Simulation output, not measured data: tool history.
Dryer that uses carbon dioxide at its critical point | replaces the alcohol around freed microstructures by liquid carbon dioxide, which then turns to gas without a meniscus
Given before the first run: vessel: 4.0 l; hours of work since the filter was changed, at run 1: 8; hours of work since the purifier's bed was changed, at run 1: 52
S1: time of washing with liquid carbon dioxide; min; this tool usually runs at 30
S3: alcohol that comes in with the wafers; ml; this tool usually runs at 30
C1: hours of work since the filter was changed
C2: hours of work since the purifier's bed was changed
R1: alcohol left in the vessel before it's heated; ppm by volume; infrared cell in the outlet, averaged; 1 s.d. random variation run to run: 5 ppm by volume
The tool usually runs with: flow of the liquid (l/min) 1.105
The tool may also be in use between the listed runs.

Run 1, day 0: usual settings; C1 8; C2 52. Result: R1 28 ppm by volume.
Run 2, day 0.417: usual settings but flow of the liquid (l/min) 1; C1 15; C2 59. Result: R1 43 ppm by volume.
Run 3, day 0.638: usual settings but flow of the liquid (l/min) 1; C1 19; C2 63. Result: R1 50 ppm by volume.
Run 4, day 0.817: usual settings; C1 22; C2 66. Result: R1 36 ppm by volume.
Run 5, day 1.125: usual settings; C1 28; C2 72. Result: R1 35 ppm by volume.
Run 6, day 1.483: usual settings but S1 34 min; C1 34; C2 78. Result: R1 21 ppm by volume.
Run 7, day 1.854: usual settings but S1 25 min; C1 40; C2 84. Result: R1 70 ppm by volume.
Run 8, day 2.058: usual settings but S1 25 min; C1 44; C2 88. Result: R1 77 ppm by volume.
Run 9, day 2.442: usual settings but S1 25 min; C1 50; C2 94. Result: R1 76 ppm by volume.
Run 10, day 2.838: usual settings but S1 25 min; C1 57; C2 101. Result: R1 72 ppm by volume.
Run 11, day 3.05: usual settings but S1 25 min; C1 61; C2 105. Result: R1 78 ppm by volume.
Run 12, day 3.367: usual settings but S1 25 min; C1 66; C2 110. Result: R1 75 ppm by volume.
Run 13, day 3.75: usual settings but S1 25 min; C1 73; C2 117. Result: R1 83 ppm by volume.
Run 14, day 4.088: usual settings but S3 25 ml; C1 79; C2 123. Result: R1 44 ppm by volume.
Run 15, day 4.408: usual settings but S3 25 ml; C1 84; C2 128. Result: R1 42 ppm by volume.
Run 16, day 4.775: usual settings but S3 25 ml; C1 91; C2 135. Result: R1 38 ppm by volume.
Run 17, day 5.038: usual settings but S3 105 ml; C1 95; C2 139. Result: R1 98 ppm by volume.
Run 18, day 5.333: usual settings but S3 105 ml; C1 100; C2 144. Result: R1 110 ppm by volume.
Run 19, day 5.629: usual settings but S3 105 ml; C1 105; C2 149. Result: R1 111 ppm by volume.
Run 20, day 6.008: usual settings but S3 105 ml; C1 112; C2 156. Result: R1 111 ppm by volume.
Run 21, day 6.446: usual settings but S3 113 ml; C1 119; C2 163. Result: R1 126 ppm by volume.
Run 22, day 6.725: usual settings but S3 113 ml; C1 124; C2 168. Result: R1 121 ppm by volume.
Run 23, day 7.158: usual settings but flow of the liquid (l/min) 0.76, S3 113 ml; C1 132; C2 176. Result: R1 575 ppm by volume.
Run 24, day 7.438: usual settings but flow of the liquid (l/min) 0.76, S3 113 ml; C1 137; C2 181. Result: R1 587 ppm by volume.
Run 25, day 7.717: usual settings but flow of the liquid (l/min) 0.76, S3 113 ml; C1 141; C2 185. Result: R1 594 ppm by volume.
Run 26, day 8.054: usual settings but S1 20 min, flow of the liquid (l/min) 0.84; C1 147; C2 191. Result: R1 460 ppm by volume.
Run 27, day 8.396: usual settings but S1 21 min, flow of the liquid (l/min) 0.84; C1 153; C2 197. Result: R1 416 ppm by volume.
Run 28, day 8.825: usual settings but S1 21 min, flow of the liquid (l/min) 0.84; C1 160; C2 204. Result: R1 418 ppm by volume.
Run 29, day 9.021: usual settings but S1 32 min, flow of the liquid (l/min) 0.98, S3 36 ml; C1 164; C2 208. Result: R1 88 ppm by volume.
Run 30, day 9.271: usual settings but S3 103 ml; C1 168; C2 212. Result: R1 139 ppm by volume.
Run 31, day 9.596: usual settings but flow of the liquid (l/min) 1.49; C1 174; C2 218. Result: R1 40 ppm by volume.
Run 32, day 9.808: usual settings but S1 22 min, flow of the liquid (l/min) 1.46, S3 57 ml; C1 177; C2 221. Result: R1 109 ppm by volume.
At day 9.871: inlet filter changed.
Run 33, day 10.138: usual settings but S1 22 min, flow of the liquid (l/min) 1.46, S3 57 ml; C1 5; C2 226. Result: R1 80 ppm by volume.
Run 34, day 10.417: usual settings but S1 19 min, flow of the liquid (l/min) 1.04, S3 29 ml; C1 9; C2 231. Result: R1 224 ppm by volume.
Run 35, day 10.667: usual settings but S1 19 min, flow of the liquid (l/min) 1.04, S3 29 ml; C1 14; C2 236. Result: R1 231 ppm by volume.
Run 36, day 10.9: usual settings but S3 101 ml; C1 18; C2 240. Result: R1 95 ppm by volume.
Run 37, day 11.321: usual settings but flow of the liquid (l/min) 0.99, S3 31 ml; C1 25; C2 247. Result: R1 72 ppm by volume.
Run 38, day 11.596: usual settings but S1 32 min, S3 22 ml; C1 30; C2 252. Result: R1 57 ppm by volume.
Run 39, day 11.779: usual settings but S1 32 min, flow of the liquid (l/min) 1.74; C1 33; C2 255. Result: R1 41 ppm by volume.
Run 40, day 12.129: usual settings but S1 32 min, flow of the liquid (l/min) 1.74; C1 39; C2 261. Result: R1 48 ppm by volume.
Run 41, day 12.333: usual settings but S1 43 min, flow of the liquid (l/min) 1.74, S3 38 ml; C1 43; C2 264. Result: R1 48 ppm by volume.
Run 42, day 12.517: usual settings but S1 43 min, flow of the liquid (l/min) 1.74, S3 38 ml; C1 46; C2 267. Result: R1 47 ppm by volume.
Run 43, day 12.879: usual settings but S1 43 min, S3 72 ml; C1 52; C2 274. Result: R1 45 ppm by volume.
Run 44, day 13.217: usual settings but S1 43 min, S3 72 ml; C1 58; C2 280. Result: R1 55 ppm by volume.
Run 45, day 13.596: usual settings but S1 40 min, flow of the liquid (l/min) 1.07, S3 49 ml; C1 64; C2 286. Result: R1 60 ppm by volume.
Run 46, day 13.938: usual settings but S1 26 min; C1 70; C2 292. Result: R1 99 ppm by volume.

Each row is a separate what-if for the run after 46, all from the same tool condition, not one after another. Results?
Run A, day 14.167: usual settings but S1 39 min, flow of the liquid (l/min) 0.77, S3 108 ml; C1 74; C2 296. Result: R1 ?.
Run B, day 14.167: usual settings but S1 27 min, flow of the liquid (l/min) 0.66; C1 74; C2 296. Result: R1 ?.
Run C, day 14.167: usual settings but S1 27 min, flow of the liquid (l/min) 1.29, S3 70 ml; C1 74; C2 296. Result: R1 ?.
Run D, day 14.167: usual settings but S1 26 min, S3 31 ml; C1 74; C2 296. Result: R1 ?.

run   R1
  A  173
  B  362
  C   79
  D  104
Had the tool no hidden state, the same runs would have come out as:
run   R1
  A   99
  B  272
  C   22
  D   46

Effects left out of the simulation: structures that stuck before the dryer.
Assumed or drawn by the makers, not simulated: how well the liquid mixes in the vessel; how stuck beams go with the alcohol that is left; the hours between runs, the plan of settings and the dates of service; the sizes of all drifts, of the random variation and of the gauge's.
